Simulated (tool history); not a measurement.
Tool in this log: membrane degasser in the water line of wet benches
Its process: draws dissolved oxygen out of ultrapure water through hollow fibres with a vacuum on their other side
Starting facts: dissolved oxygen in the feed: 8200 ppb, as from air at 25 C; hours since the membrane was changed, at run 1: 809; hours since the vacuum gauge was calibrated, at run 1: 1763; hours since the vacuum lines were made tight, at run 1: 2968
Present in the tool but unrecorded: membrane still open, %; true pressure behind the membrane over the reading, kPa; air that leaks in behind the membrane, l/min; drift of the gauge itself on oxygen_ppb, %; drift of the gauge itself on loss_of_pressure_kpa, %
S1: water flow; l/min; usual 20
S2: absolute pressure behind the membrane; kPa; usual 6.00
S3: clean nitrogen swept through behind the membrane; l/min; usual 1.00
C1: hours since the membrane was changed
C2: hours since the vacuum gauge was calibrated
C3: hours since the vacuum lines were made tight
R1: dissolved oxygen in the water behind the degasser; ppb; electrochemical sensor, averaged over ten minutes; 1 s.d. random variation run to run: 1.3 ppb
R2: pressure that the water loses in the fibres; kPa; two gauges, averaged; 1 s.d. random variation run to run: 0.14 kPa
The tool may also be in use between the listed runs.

run   hour  S1     S2    S3    C1    C2    C3     R1     R2
  1    0.0  20   6.00  1.00   809  1763  2968  143.8  25.61
  2   46.1  20   6.00  1.00   855  1809  3014  144.9  25.87
  3   99.2  20   6.00  1.00   909  1863  3068  146.3  25.87
  4  137.9  20   6.00  1.00   947  1901  3106  145.9  26.01
  5  193.3  20   6.00  1.00  1003  1957  3162  148.0  25.90
  6  233.1  20   6.00  1.00  1042  1996  3201  145.8  25.67
  7  274.7  20   6.00  1.00  1084  2038  3243  149.2  25.68
  8  326.6  20   6.00  1.91  1136  2090  3295   89.5  26.01
  9  369.4  20   6.00  1.91  1179  2133  3338   90.7  25.92
     397.6  -- seals of the vacuum lines changed
 10  415.2  20   6.00  1.91  1222  2177    18   89.0  25.92
 11  480.6  18   6.00  1.19  1288  2242    83  111.3  23.41
 12  522.4  17   5.15  1.00  1330  2284   125   90.2  22.21
 13  575.3  17   5.15  1.00  1383  2337   178   89.3  22.36
 14  622.3  28  10.85  2.75  1430  2384   225  242.4  36.63
 15  649.6  12   4.33  0.97  1457  2411   252   38.5  15.53
 16  702.7  24  13.00  1.00  1510  2464   305  529.9  31.25
 17  759.4  25   6.00  1.00  1567  2521   362  200.5  32.36

Each row is a separate what-if for the run after 17, all from the same tool condition, not one after another. Results?
  A  793.4  22   6.00  1.19  1601  2555  396   ?   ?
  B  793.4  25   6.00  0.60  1601  2555  396   ?   ?
  C  793.4  19   6.00  1.00  1601  2555  396   ?   ?
  D  793.4  29  10.09  1.00  1601  2555  396   ?   ?
  E  793.4  25   8.41  1.19  1601  2555  396   ?   ?

run     R1     R2
  A  145.2  28.71
  B  281.6  32.37
  C  137.9  24.72
  D  479.4  37.78
  E  288.8  32.60
Without the tool's hidden state the same runs would have given:
run     R1     R2
  A  134.7  28.13
  B  262.6  31.72
  C  128.3  24.22
  D  462.6  37.02
  E  275.9  31.94
